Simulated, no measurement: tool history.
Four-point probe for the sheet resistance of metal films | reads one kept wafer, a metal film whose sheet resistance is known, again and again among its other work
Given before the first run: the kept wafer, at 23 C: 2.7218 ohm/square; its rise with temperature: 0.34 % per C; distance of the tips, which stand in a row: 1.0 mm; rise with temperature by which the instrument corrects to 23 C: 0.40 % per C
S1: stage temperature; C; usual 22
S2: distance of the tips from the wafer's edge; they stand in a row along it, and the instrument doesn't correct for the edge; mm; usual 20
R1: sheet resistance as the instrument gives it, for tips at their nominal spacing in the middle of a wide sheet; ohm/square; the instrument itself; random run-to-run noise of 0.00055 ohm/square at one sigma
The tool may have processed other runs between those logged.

run 1 hour=0 | S1=22 S2=20 | R1=2.727
run 2 hour=47.4 | S1=22 S2=7 | R1=2.753365
run 3 hour=84.2 | S1=22 S2=7 | R1=2.753497
run 4 hour=111.2 | S1=22 S2=7 | R1=2.752532
run 5 hour=160.9 | S1=22 S2=7 | R1=2.753116
run 6 hour=192.5 | S1=22 S2=20 | R1=2.727946
run 7 hour=228.7 | S1=22 S2=20 | R1=2.72673
run 8 hour=270.6 | S1=22 S2=20 | R1=2.726695
run 9 hour=307.8 | S1=22 S2=20 | R1=2.726645
run 10 hour=343.4 | S1=22 S2=20 | R1=2.726323
run 11 hour=376.2 | S1=22 S2=20 | R1=2.726719
run 12 hour=414.8 | S1=22 S2=20 | R1=2.7275
run 13 hour=452.6 | S1=22 S2=42 | R1=2.724129
run 14 hour=476.6 | S1=20 S2=54 | R1=2.726386
run 15 hour=499.9 | S1=34 S2=45 | R1=2.706671
run 16 hour=539.5 | S1=32 S2=5 | R1=2.766443
run 17 hour=560 | S1=35 S2=6 | R1=2.744374
run 18 hour=593.9 | S1=32 S2=29 | R1=2.710516
-- hour=613.1 stage's thermometer calibrated
run 19 hour=634.5 | S1=32 S2=29 | R1=2.710842

What will run 20 give?
run 20 hour=675.3 | S1=32 S2=29 | R1=?

R1: 2.710447 ohm/square
Take away the tool's hidden state, keep the run-to-run variation as it was, and the same run would have given R1 2.710307 ohm/square.
